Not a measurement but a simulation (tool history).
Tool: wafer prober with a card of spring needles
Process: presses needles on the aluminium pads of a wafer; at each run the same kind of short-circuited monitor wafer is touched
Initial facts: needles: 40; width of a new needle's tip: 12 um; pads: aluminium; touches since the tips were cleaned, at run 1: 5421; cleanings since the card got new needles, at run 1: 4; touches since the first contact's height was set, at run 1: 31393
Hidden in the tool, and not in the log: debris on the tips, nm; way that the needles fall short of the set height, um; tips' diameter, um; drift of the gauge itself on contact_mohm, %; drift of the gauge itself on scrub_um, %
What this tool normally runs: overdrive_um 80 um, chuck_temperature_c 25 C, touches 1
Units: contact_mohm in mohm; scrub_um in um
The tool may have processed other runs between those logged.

| run | hour | overdrive_um | chuck_temperature_c | touches | touches since the tips were cleaned | cleanings since the card got new needles | touches since the first contact's height was set | contact_mohm | scrub_um |
|---|---|---|---|---|---|---|---|---|---|
| 1 | 0 | 80 | 25 | 1 | 5421 | 4 | 31393 | 230 | 15.49 |
|  | 3.6 | tips cleaned on abrasive film |
| 2 | 8.4 | 80 | 25 | 1 | 1014 | 5 | 33148 | 202 | 15.48 |
| 3 | 15.8 | 80 | 25 | 1 | 2577 | 5 | 34711 | 217 | 15.51 |
| 4 | 22 | 80 | 25 | 1 | 3891 | 5 | 36025 | 222 | 15.5 |
| 5 | 31.7 | 80 | 25 | 2 | 5925 | 5 | 38059 | 212 | 15.49 |
|  | 33.3 | tips cleaned on abrasive film |
| 6 | 36.4 | 80 | 25 | 1 | 658 | 6 | 39040 | 199 | 15.46 |
| 7 | 44.4 | 80 | 25 | 1 | 2360 | 6 | 40742 | 217 | 15.46 |
| 8 | 50.8 | 80 | 25 | 1 | 3708 | 6 | 42090 | 224 | 15.49 |
| 9 | 59.9 | 80 | 25 | 1 | 5619 | 6 | 44001 | 233 | 15.47 |
|  | 62.3 | tips cleaned on abrasive film |
| 10 | 69.4 | 80 | 37 | 1 | 1487 | 7 | 45988 | 210 | 15.44 |
| 11 | 74.4 | 80 | 25 | 1 | 2553 | 7 | 47054 | 213 | 15.44 |
| 12 | 81.1 | 80 | 25 | 1 | 3962 | 7 | 48463 | 223 | 15.48 |
| 13 | 85.5 | 80 | 25 | 1 | 4896 | 7 | 49397 | 228 | 15.45 |
|  | 91.5 | tips cleaned on abrasive film |
| 14 | 93.2 | 80 | 25 | 1 | 345 | 8 | 50996 | 200 | 15.49 |
| 15 | 102.8 | 80 | 25 | 1 | 2372 | 8 | 53023 | 218 | 15.47 |
| 16 | 111 | 80 | 25 | 1 | 4106 | 8 | 54757 | 226 | 15.48 |
| 17 | 117.8 | 80 | 25 | 1 | 5551 | 8 | 56202 | 227 | 15.47 |
|  | 120.8 | tips cleaned on abrasive film |
| 18 | 127.5 | 97 | 25 | 3 | 1432 | 9 | 58235 | 196 | 18.79 |
| 19 | 137.2 | 81 | 25 | 1 | 3473 | 9 | 60276 | 222 | 15.66 |
| 20 | 141.2 | 81 | 25 | 1 | 4313 | 9 | 61116 | 225 | 15.65 |
| 21 | 145.9 | 60 | 30 | 2 | 5311 | 9 | 62114 | 222 | 11.58 |
|  | 150.3 | tips cleaned on abrasive film |
| 22 | 154.1 | 80 | 25 | 2 | 821 | 10 | 63832 | 195 | 15.46 |
| 23 | 161.8 | 80 | 113 | 2 | 2430 | 10 | 65441 | 225 | 15.46 |
| 24 | 169.4 | 80 | 109 | 3 | 4050 | 10 | 67061 | 220 | 15.48 |
| 25 | 178.6 | 78 | 41 | 2 | 5994 | 10 | 69005 | 218 | 15.09 |
|  | 180 | tips cleaned on abrasive film |
| 26 | 188.3 | 80 | 25 | 1 | 1747 | 11 | 71024 | 214 | 15.45 |
| 27 | 197.8 | 80 | 25 | 1 | 3756 | 11 | 73033 | 223 | 15.41 |
| 28 | 207.3 | 80 | 25 | 1 | 5775 | 11 | 75052 | 233 | 15.45 |
|  | 209.1 | tips cleaned on abrasive film |
| 29 | 215.6 | 77 | 62 | 1 | 1371 | 12 | 76779 | 216 | 14.84 |
| 30 | 220 | 77 | 87 | 1 | 2289 | 12 | 77697 | 230 | 14.84 |
| 31 | 227.2 | 77 | 107 | 1 | 3815 | 12 | 79223 | 241 | 14.84 |
| 32 | 232.7 | 80 | 35 | 1 | 4984 | 12 | 80392 | 228 | 15.43 |
|  | 238.5 | tips cleaned on abrasive film |
| 33 | 242.1 | 86 | 35 | 3 | 751 | 13 | 82345 | 193 | 16.57 |
| 34 | 247.2 | 80 | 25 | 2 | 1829 | 13 | 83423 | 200 | 15.43 |

4 options for the next run, each taken on its own from the tool as it stands now. Forecast them:
| A | 255.3 | 98 | 48 | 2 | 3550 | 13 | 85144 | ? | ? |
| B | 255.3 | 61 | 25 | 1 | 3550 | 13 | 85144 | ? | ? |
| C | 255.3 | 71 | 26 | 1 | 3550 | 13 | 85144 | ? | ? |
| D | 255.3 | 80 | 25 | 2 | 3550 | 13 | 85144 | ? | ? |

| run | contact_mohm | scrub_um |
|---|---|---|
| A | 212 | 18.9 |
| B | 233 | 11.73 |
| C | 226 | 13.69 |
| D | 208 | 15.43 |
With the hidden condition removed and each run's random variation left untouched, the same runs would have given:
| run | contact_mohm | scrub_um |
|---|---|---|
| A | 192 | 19.02 |
| B | 187 | 11.86 |
| C | 189 | 13.81 |
| D | 187 | 15.55 |
